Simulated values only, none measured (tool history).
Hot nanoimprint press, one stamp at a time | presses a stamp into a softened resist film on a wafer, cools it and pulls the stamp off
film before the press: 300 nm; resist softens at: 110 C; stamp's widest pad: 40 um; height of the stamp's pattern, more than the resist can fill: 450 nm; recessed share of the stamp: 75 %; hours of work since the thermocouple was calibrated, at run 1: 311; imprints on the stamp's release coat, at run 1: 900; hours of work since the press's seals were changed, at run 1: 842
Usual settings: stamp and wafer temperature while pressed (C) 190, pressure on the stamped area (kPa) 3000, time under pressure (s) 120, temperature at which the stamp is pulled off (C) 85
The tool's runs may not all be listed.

run	hour	stamp and wafer temperature while pressed (C)	pressure on the stamped area (kPa)	time under pressure (s)	temperature at which the stamp is pulled off (C)	hours of work since the thermocouple was calibrated	imprints on the stamp's release coat	hours of work since the press's seals were changed	resist left under the stamp's widest pad (nm)	greatest force while the stamp is pulled off (N)
1	0	190	3000	120	85	311	900	842	178.4	163
2	39.9	190	3000	92	85	340	1099	871	192.3	171
# hour 91.9: stamp cleaned and given a new release coat
3	91.9	190	3460	120	85	374	0	905	166.6	145
# hour 104.9: plate thermocouple calibrated
4	118.8	190	2990	120	85	10	119	923	172.7	144
5	151.6	190	2990	120	85	34	283	947	172.3	144
6	173.5	190	2990	120	82	51	391	963	174.1	158
7	216.6	190	2990	120	82	82	606	995	173.8	169
8	237.9	190	3090	120	85	98	712	1011	172.6	156
9	280.8	190	3090	120	85	130	925	1042	173.6	162
10	325.6	190	1880	120	85	163	1149	1075	214.5	167
# hour 369.9: stamp cleaned and given a new release coat
11	378.7	190	1880	120	85	198	44	1110	214.9	139
# hour 388.8: press's hydraulic seals changed and the load cell set to zero
12	420.1	193	1880	120	85	222	210	23	202.2	141
13	450.2	187	3000	120	85	244	360	45	189.4	146
14	472.2	190	3000	120	85	261	469	62	177.3	150
15	511.4	191	3000	120	85	290	665	90	171	158
16	539.3	191	3000	120	85	310	803	111	171.7	153
17	575.6	200	4280	123	89	337	984	138	109.6	155
18	609.4	200	4280	123	89	362	1152	163	110.5	165
# hour 637.9: plate thermocouple calibrated
# hour 653.7: stamp cleaned and given a new release coat
19	660.3	191	3650	138	84	12	33	194	145	141
20	697.7	191	3650	138	84	40	219	221	144.1	146
21	727.9	191	1850	138	84	62	369	244	201.6	144
22	768.7	191	2850	138	74	92	572	274	165	174
23	806.3	191	2850	138	74	120	759	301	166.9	182
24	840.1	191	2850	138	74	145	927	326	166.8	183
25	866	191	2850	138	74	164	1056	345	166.6	186
26	886.5	191	2850	138	87	179	1158	360	167.4	158
# hour 927.7: stamp cleaned and given a new release coat
27	937.3	191	2850	138	87	212	48	394	168.9	135
28	984.7	191	2850	138	87	247	284	428	170.1	144
29	1030.2	190	3000	122	77	281	510	462	176	171

Forecast each of these 5 alternatives for the next run:
A	1067.6	190	2910	122	77	308	696	490	?	?
B	1067.6	190	3120	231	77	308	696	490	?	?
C	1067.6	182	3000	68	93	308	696	490	?	?
D	1067.6	190	3000	70	82	308	696	490	?	?
E	1067.6	178	3150	122	77	308	696	490	?	?

run	resist left under the stamp's widest pad (nm)	greatest force while the stamp is pulled off (N)
A	179.5	169
B	143.9	173
C	241.7	137
D	203.3	167
E	231.1	174
Without the tool's hidden state the same runs would have given:
run	resist left under the stamp's widest pad (nm)	greatest force while the stamp is pulled off (N)
A	171.3	148
B	136.5	151
C	234	119
D	195.2	145
E	222.4	152
